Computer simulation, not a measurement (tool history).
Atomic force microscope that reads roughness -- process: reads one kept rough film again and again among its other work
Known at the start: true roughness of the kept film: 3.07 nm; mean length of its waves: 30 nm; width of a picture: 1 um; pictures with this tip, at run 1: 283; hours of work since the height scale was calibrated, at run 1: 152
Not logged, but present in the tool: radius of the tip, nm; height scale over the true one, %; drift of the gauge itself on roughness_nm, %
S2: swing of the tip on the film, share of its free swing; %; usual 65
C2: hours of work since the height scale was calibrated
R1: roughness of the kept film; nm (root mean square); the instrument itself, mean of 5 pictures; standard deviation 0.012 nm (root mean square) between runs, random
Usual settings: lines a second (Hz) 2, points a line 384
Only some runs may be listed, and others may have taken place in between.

run 1 hour=0 | lines_a_second_(Hz)=2 S2=65 points_a_line=384 | pictures_with_this_tip=283 C2=152 | R1=2.443
run 2 hour=9.9 | lines_a_second_(Hz)=2 S2=65 points_a_line=384 | pictures_with_this_tip=295 C2=158 | R1=2.415
-- hour=15 new tip fitted
run 3 hour=16.9 | lines_a_second_(Hz)=2 S2=65 points_a_line=384 | pictures_with_this_tip=3 C2=162 | R1=2.691
run 4 hour=27 | lines_a_second_(Hz)=2 S2=65 points_a_line=384 | pictures_with_this_tip=15 C2=168 | R1=2.681
run 5 hour=40.4 | lines_a_second_(Hz)=2 S2=65 points_a_line=384 | pictures_with_this_tip=32 C2=176 | R1=2.66
run 6 hour=51.9 | lines_a_second_(Hz)=2 S2=56 points_a_line=384 | pictures_with_this_tip=47 C2=183 | R1=2.691
run 7 hour=59.8 | lines_a_second_(Hz)=2 S2=65 points_a_line=777 | pictures_with_this_tip=57 C2=188 | R1=2.66
run 8 hour=67.5 | lines_a_second_(Hz)=2 S2=65 points_a_line=384 | pictures_with_this_tip=67 C2=193 | R1=2.624
run 9 hour=73.4 | lines_a_second_(Hz)=2 S2=65 points_a_line=384 | pictures_with_this_tip=74 C2=197 | R1=2.621
run 10 hour=79.7 | lines_a_second_(Hz)=2 S2=68 points_a_line=384 | pictures_with_this_tip=82 C2=200 | R1=2.608
run 11 hour=91.7 | lines_a_second_(Hz)=2 S2=68 points_a_line=384 | pictures_with_this_tip=97 C2=208 | R1=2.57
run 12 hour=99.6 | lines_a_second_(Hz)=2 S2=68 points_a_line=384 | pictures_with_this_tip=107 C2=213 | R1=2.594
run 13 hour=108.1 | lines_a_second_(Hz)=2 S2=68 points_a_line=384 | pictures_with_this_tip=118 C2=218 | R1=2.572
run 14 hour=119.6 | lines_a_second_(Hz)=2 S2=65 points_a_line=384 | pictures_with_this_tip=133 C2=225 | R1=2.559
run 15 hour=130.1 | lines_a_second_(Hz)=2 S2=65 points_a_line=384 | pictures_with_this_tip=146 C2=231 | R1=2.534
run 16 hour=138.4 | lines_a_second_(Hz)=1.29 S2=62 points_a_line=384 | pictures_with_this_tip=156 C2=236 | R1=2.563
run 17 hour=146.4 | lines_a_second_(Hz)=0.68 S2=78 points_a_line=351 | pictures_with_this_tip=167 C2=241 | R1=2.566
run 18 hour=159.9 | lines_a_second_(Hz)=0.68 S2=78 points_a_line=351 | pictures_with_this_tip=184 C2=250 | R1=2.528

Run 19, settings as shown, results not yet in. Your forecast:
run 19 hour=166.4 | lines_a_second_(Hz)=2 S2=65 points_a_line=676 | pictures_with_this_tip=192 C2=254 | R1=?

R1: 2.53 nm (root mean square)
If the tool had no hidden condition, the same run with the same run-to-run variation would have returned R1 2.73 nm (root mean square).

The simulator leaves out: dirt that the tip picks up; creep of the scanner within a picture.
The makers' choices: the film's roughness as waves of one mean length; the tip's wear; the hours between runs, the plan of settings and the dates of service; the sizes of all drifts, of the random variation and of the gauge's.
